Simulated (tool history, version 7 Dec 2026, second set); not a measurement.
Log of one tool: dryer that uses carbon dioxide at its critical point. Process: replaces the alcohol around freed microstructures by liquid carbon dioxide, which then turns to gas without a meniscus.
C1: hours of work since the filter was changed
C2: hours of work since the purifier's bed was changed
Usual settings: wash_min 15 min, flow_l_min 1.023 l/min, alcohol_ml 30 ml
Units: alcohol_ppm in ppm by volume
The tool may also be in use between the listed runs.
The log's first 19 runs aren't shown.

Run 20, day 34.338: usual settings but wash_min 14 min; C1 185; C2 922. Result: alcohol_ppm 242 ppm by volume.
Run 21, day 36.708: usual settings but wash_min 17 min; C1 223; C2 960. Result: alcohol_ppm 229 ppm by volume.
At day 37.812: inlet filter changed.
Run 22, day 38.512: usual settings but wash_min 17 min, flow_l_min 1.5 l/min, alcohol_ml 62 ml; C1 11; C2 988. Result: alcohol_ppm 224 ppm by volume.
Run 23, day 41.062: usual settings but wash_min 10 min, flow_l_min 1.5 l/min, alcohol_ml 119 ml; C1 52; C2 1028. Result: alcohol_ppm 285 ppm by volume.
Run 24, day 42.338: usual settings but wash_min 11 min, flow_l_min 1.11 l/min, alcohol_ml 119 ml; C1 72; C2 1049. Result: alcohol_ppm 439 ppm by volume.
Run 25, day 43.717: usual settings but wash_min 11 min, flow_l_min 1.11 l/min, alcohol_ml 119 ml; C1 94; C2 1070. Result: alcohol_ppm 467 ppm by volume.
Run 26, day 45.692: usual settings but wash_min 11 min, flow_l_min 1.11 l/min, alcohol_ml 119 ml; C1 125; C2 1102. Result: alcohol_ppm 502 ppm by volume.
Run 27, day 47.9: usual settings but wash_min 12 min, flow_l_min 0.78 l/min, alcohol_ml 29 ml; C1 160; C2 1137. Result: alcohol_ppm 501 ppm by volume.
Run 28, day 50.562: usual settings but wash_min 11 min, flow_l_min 1.2 l/min, alcohol_ml 54 ml; C1 202; C2 1179. Result: alcohol_ppm 371 ppm by volume.
Run 29, day 51.838: usual settings but wash_min 11 min, flow_l_min 0.67 l/min; C1 223; C2 1199. Result: alcohol_ppm 956 ppm by volume.
At day 53.017: inlet filter changed.
Run 30, day 53.354: usual settings but wash_min 11 min, flow_l_min 0.67 l/min; C1 5; C2 1223. Result: alcohol_ppm 684 ppm by volume.
Run 31, day 55.975: usual settings but wash_min 11 min, flow_l_min 0.67 l/min, alcohol_ml 50 ml; C1 47; C2 1264. Result: alcohol_ppm 1052 ppm by volume.
Run 32, day 57.583: usual settings but wash_min 14 min, flow_l_min 1.45 l/min, alcohol_ml 109 ml; C1 72; C2 1290. Result: alcohol_ppm 299 ppm by volume.
At day 58.383: purifier's bed changed.
Run 33, day 59.412: usual settings but wash_min 14 min, flow_l_min 1.45 l/min, alcohol_ml 20 ml; C1 100; C2 16. Result: alcohol_ppm 13 ppm by volume.
Run 34, day 61.629: usual settings but wash_min 18 min, flow_l_min 1.45 l/min, alcohol_ml 69 ml; C1 135; C2 51. Result: alcohol_ppm 16 ppm by volume.
Run 35, day 62.992: usual settings but wash_min 18 min, flow_l_min 1.45 l/min, alcohol_ml 69 ml; C1 156; C2 73. Result: alcohol_ppm 25 ppm by volume.
Run 36, day 65.058: usual settings but wash_min 18 min, flow_l_min 1.45 l/min, alcohol_ml 69 ml; C1 189; C2 106. Result: alcohol_ppm 37 ppm by volume.
Run 37, day 66.225: usual settings but wash_min 18 min, flow_l_min 1.45 l/min, alcohol_ml 69 ml; C1 208; C2 124. Result: alcohol_ppm 37 ppm by volume.
Run 38, day 67.538: usual settings but wash_min 18 min, flow_l_min 1.45 l/min, alcohol_ml 69 ml; C1 228; C2 145. Result: alcohol_ppm 40 ppm by volume.
At day 68.308: inlet filter changed.
Run 39, day 70.246: usual settings but wash_min 18 min, flow_l_min 0.68 l/min, alcohol_ml 69 ml; C1 31; C2 188. Result: alcohol_ppm 147 ppm by volume.

Forecast each of these 3 alternatives for the next run:
Run A, day 71.579: usual settings but flow_l_min 0.75 l/min, alcohol_ml 59 ml; C1 52; C2 209. Result: alcohol_ppm ?.
Run B, day 71.579: usual settings but wash_min 11 min, flow_l_min 0.68 l/min, alcohol_ml 69 ml; C1 52; C2 209. Result: alcohol_ppm ?.
Run C, day 71.579: usual settings but wash_min 18 min, flow_l_min 0.68 l/min, alcohol_ml 78 ml; C1 52; C2 209. Result: alcohol_ppm ?.

run  alcohol_ppm
  A          192
  B         1093
  C          174
Without the tool's hidden state the same runs would have given:
run  alcohol_ppm
  A          111
  B          887
  C           97
